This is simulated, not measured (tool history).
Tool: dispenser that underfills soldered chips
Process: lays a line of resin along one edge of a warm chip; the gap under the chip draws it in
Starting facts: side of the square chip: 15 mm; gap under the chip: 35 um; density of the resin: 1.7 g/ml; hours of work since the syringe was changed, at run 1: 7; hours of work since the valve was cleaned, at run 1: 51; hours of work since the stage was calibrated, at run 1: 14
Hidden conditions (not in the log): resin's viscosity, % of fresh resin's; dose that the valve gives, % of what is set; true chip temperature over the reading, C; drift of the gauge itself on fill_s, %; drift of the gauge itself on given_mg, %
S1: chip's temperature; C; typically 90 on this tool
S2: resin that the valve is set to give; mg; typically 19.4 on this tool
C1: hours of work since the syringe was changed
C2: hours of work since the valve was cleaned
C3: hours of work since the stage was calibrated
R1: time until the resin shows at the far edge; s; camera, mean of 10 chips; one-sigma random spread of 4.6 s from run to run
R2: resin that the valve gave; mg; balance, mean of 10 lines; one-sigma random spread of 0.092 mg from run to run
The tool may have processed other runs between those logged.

run  hour   S1    S2  C1   C2  C3     R1     R2
  1   0.0   90  19.4   7   51  14  752.1  18.64
      1.7  -- new syringe of resin
  2   6.6   90  19.4   3   55  18  574.5  18.53
  3  12.2   90  19.4   7   59  22  737.5  18.53
     13.9  -- new syringe of resin
  4  15.8   82  19.4   1   61  24  674.5  18.49
  5  18.4   82  19.4   3   62  25  768.5  18.45
  6  22.5   82  19.4   5   65  28  941.1  18.50
     26.3  -- new syringe of resin
  7  27.8   89  19.4   1   68  31  518.5  18.27
  8  33.0   89  19.4   4   71  34  631.1  18.14
     38.5  -- new syringe of resin
  9  39.0   90  19.4   0   75  38  475.2  18.04
 10  44.9   90  19.4   4   79  42  623.8  18.19
 11  49.1   90  19.4   7   81  44  751.3  18.01
     50.9  -- new syringe of resin
 12  55.6   94  18.4   3   85  48  497.0  17.07
 13  61.7   97  24.2   7   89  52  569.6  22.54
     63.2  -- new syringe of resin
 14  67.8  103  17.2   3   93  56  361.4  15.85
 15  72.8  100  16.7   6   96  59  521.4  15.36
     75.7  -- new syringe of resin
 16  75.7  100  16.7   0   97  60  333.7  15.33
 17  78.6   92  18.2   2   99  62  501.5  16.92
 18  81.2   99  19.4   4  101  64  433.7  17.75
 19  85.0   88  22.4   6  103  66  741.4  20.59

5 options for the next run, each taken on its own from the tool as it stands now. Forecast them:
     87.9  -- new syringe of resin
  A  91.4   98  22.4   2  107  70   ?   ?
     87.9  -- new syringe of resin
  B  91.4  101  16.8   2  107  70   ?   ?
     87.9  -- new syringe of resin
  C  91.4  103  21.5   2  107  70   ?   ?
     87.9  -- new syringe of resin
  D  91.4   88  24.7   2  107  70   ?   ?
     87.9  -- new syringe of resin
  E  91.4   98  21.9   2  107  70   ?   ?

run     R1     R2
  A  396.4  20.47
  B  388.0  15.50
  C  331.2  19.65
  D  568.2  22.58
  E  396.1  20.02
Without the tool's unlogged condition, the same runs would have read:
run     R1     R2
  A  338.0  22.41
  B  322.3  16.96
  C  281.4  21.51
  D  487.2  24.72
  E  337.4  21.91
